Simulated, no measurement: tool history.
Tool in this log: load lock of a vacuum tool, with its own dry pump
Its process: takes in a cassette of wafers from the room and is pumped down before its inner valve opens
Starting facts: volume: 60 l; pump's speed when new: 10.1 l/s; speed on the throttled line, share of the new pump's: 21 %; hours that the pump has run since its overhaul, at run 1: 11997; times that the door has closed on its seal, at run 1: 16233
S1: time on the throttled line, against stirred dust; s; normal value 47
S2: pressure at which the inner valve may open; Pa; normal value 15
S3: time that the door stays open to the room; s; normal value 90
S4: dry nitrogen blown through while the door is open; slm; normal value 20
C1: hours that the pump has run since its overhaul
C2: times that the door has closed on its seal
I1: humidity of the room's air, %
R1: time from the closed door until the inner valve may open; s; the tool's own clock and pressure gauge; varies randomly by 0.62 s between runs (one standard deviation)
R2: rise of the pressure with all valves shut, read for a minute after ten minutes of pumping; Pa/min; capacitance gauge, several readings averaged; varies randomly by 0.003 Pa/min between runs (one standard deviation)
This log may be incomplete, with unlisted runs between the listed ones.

run,hour,S1,S2,S3,S4,C1,C2,I1,R1,R2
1,0,47,15,90,20,11997,16233,44.7,94.4,0.073
2,439.1,47,15,90,20,12436,17645,45.9,96,0.082
3,738.6,47,15,90,20,12735,18608,47.9,96.2,0.089
4,1030.9,53,15,90,20,13028,19548,43.8,100.9,0.094
5,1697.9,47,15,119,20,13695,21692,49.9,95.9,0.098
6,2189.3,47,15,119,20,14186,23272,43.2,97.5,0.102
7,2874,47,15,119,20,14871,25473,39.6,98.1,0.118
8,3211.9,47,15,119,20,15209,26559,44.2,98.2,0.124
9,3724.4,47,15,119,20,15721,28207,43,97.8,0.136
10,4354.1,47,15,90,20,16351,30231,42.1,99,0.148
11,4958.9,47,15,90,20,16956,32176,47.2,98.6,0.169
12,5356,47,15,90,20,17353,33452,44.1,100.4,0.168
# hour 5618.9: dry pump taken out, an overhauled one fitted
13,6019.9,47,15,90,20,401,35567,43.3,90.8,0.187
14,6346.7,47,15,90,20,728,36618,44.1,89.6,0.187
15,6879.6,47,15,90,20,1261,38331,45.6,90.9,0.199
16,7460.3,47,15,90,20,1841,40198,45.4,91.5,0.214
17,7802.4,47,15,90,20,2183,41297,50.2,91.9,0.226
18,8147.9,41,15,90,20,2529,42408,45.2,86.9,0.227
19,8636.5,47,19,69,20,3018,43979,50.9,90.7,0.241
20,9340.5,63,11,53,20,3722,46242,47.1,106.1,0.27
21,9777.3,88,15,90,13,4158,47646,43.7,123.4,0.277
22,10219.2,31,17,37,20,4600,49067,46.6,79.2,0.281
23,10858.2,31,17,37,5,5239,51121,47.4,79.1,0.305
24,11271.6,47,22,171,16,5653,52450,47.6,91.3,0.317
25,11970.6,47,22,171,16,6352,54698,49.7,90.9,0.333
26,12431.1,47,22,171,16,6812,56178,46,91.1,0.355
27,12879.4,47,22,171,16,7260,57619,46.8,91.7,0.367
28,13578.3,47,22,68,16,7959,59866,48.5,91.9,0.39
29,13935.4,43,11,90,20,8317,61014,43.7,94.1,0.394
30,14428.5,30,28,87,11,8810,62599,50.1,78.4,0.421
# hour 14911.7: door's seal changed, seat wiped
31,15083.6,30,13,87,22,9463,553,42.6,83.1,0.025
32,15435.6,59,15,90,20,9815,1684,46.1,104.3,0.024
33,15827.3,47,15,92,9,10207,2943,43.7,95.8,0.036
34,16384.5,47,15,92,9,10764,4735,43.9,96.4,0.05
35,16828.6,64,22,85,20,11208,6162,46.4,107.2,0.036
36,17168.3,50,12,32,22,11548,7255,46.5,101,0.03

What if the next run were any one of these 4? Each begins from the tool's condition after run 36:
A,17796.1,47,26,90,20,12176,9273,48.8,?,?
B,17796.1,78,15,32,44,12176,9273,42.5,?,?
C,17796.1,57,12,90,20,12176,9273,44.5,?,?
D,17796.1,45,15,32,22,12176,9273,46.5,?,?

run,R1,R2
A,93,0.051
B,120.6,0.034
C,105.6,0.048
D,96,0.043
The same runs, with their run-to-run variation unchanged, on a tool lacking any hidden condition would have given:
run,R1,R2
A,86.6,0.027
B,114.8,0.01
C,98.8,0.024
D,88.8,0.019
